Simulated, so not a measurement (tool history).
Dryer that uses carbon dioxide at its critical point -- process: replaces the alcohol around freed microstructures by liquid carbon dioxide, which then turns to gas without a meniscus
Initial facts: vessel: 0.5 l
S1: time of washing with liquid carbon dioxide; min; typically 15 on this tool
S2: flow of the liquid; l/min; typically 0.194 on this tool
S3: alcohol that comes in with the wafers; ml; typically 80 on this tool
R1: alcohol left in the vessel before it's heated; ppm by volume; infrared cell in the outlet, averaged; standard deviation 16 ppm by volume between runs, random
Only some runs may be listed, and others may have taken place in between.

Run 1, hour 0.0: usual settings. Result: R1 1361 ppm by volume.
Run 2, hour 27.5: usual settings. Result: R1 1374 ppm by volume.
Run 3, hour 68.3: usual settings. Result: R1 1479 ppm by volume.
Run 4, hour 91.5: usual settings but S1 23 min. Result: R1 207 ppm by volume.
Run 5, hour 114.0: usual settings but S1 23 min. Result: R1 205 ppm by volume.
Run 6, hour 156.2: usual settings but S3 78 ml. Result: R1 1550 ppm by volume.
Run 7, hour 186.2: usual settings but S3 78 ml. Result: R1 1657 ppm by volume.
Run 8, hour 215.9: usual settings but S3 78 ml. Result: R1 1646 ppm by volume.
Run 9, hour 254.9: usual settings but S3 78 ml. Result: R1 1806 ppm by volume.
Run 10, hour 276.0: usual settings but S3 78 ml. Result: R1 1754 ppm by volume.
At hour 307.8: purifier's bed changed.
Run 11, hour 310.1: usual settings but S3 78 ml. Result: R1 1737 ppm by volume.
Run 12, hour 352.5: usual settings but S3 78 ml. Result: R1 1815 ppm by volume.
Run 13, hour 394.9: usual settings but S2 0.125 l/min. Result: R1 10184 ppm by volume.
Run 14, hour 430.6: usual settings but S2 0.125 l/min. Result: R1 10315 ppm by volume.
Run 15, hour 465.5: usual settings. Result: R1 2089 ppm by volume.
Run 16, hour 506.5: usual settings. Result: R1 2217 ppm by volume.
Run 17, hour 535.0: usual settings. Result: R1 2284 ppm by volume.
Run 18, hour 566.8: usual settings but S1 16 min, S2 0.236 l/min, S3 41 ml. Result: R1 322 ppm by volume.

The next listed run, before its measurement:
At hour 581.6: inlet filter changed.
Run 19, hour 603.0: usual settings but S2 0.235 l/min, S3 33 ml. Result: R1 ?.

{"run 19": {"R1": 161}}
With no hidden state in the tool, this same run would have given R1 133 ppm by volume.
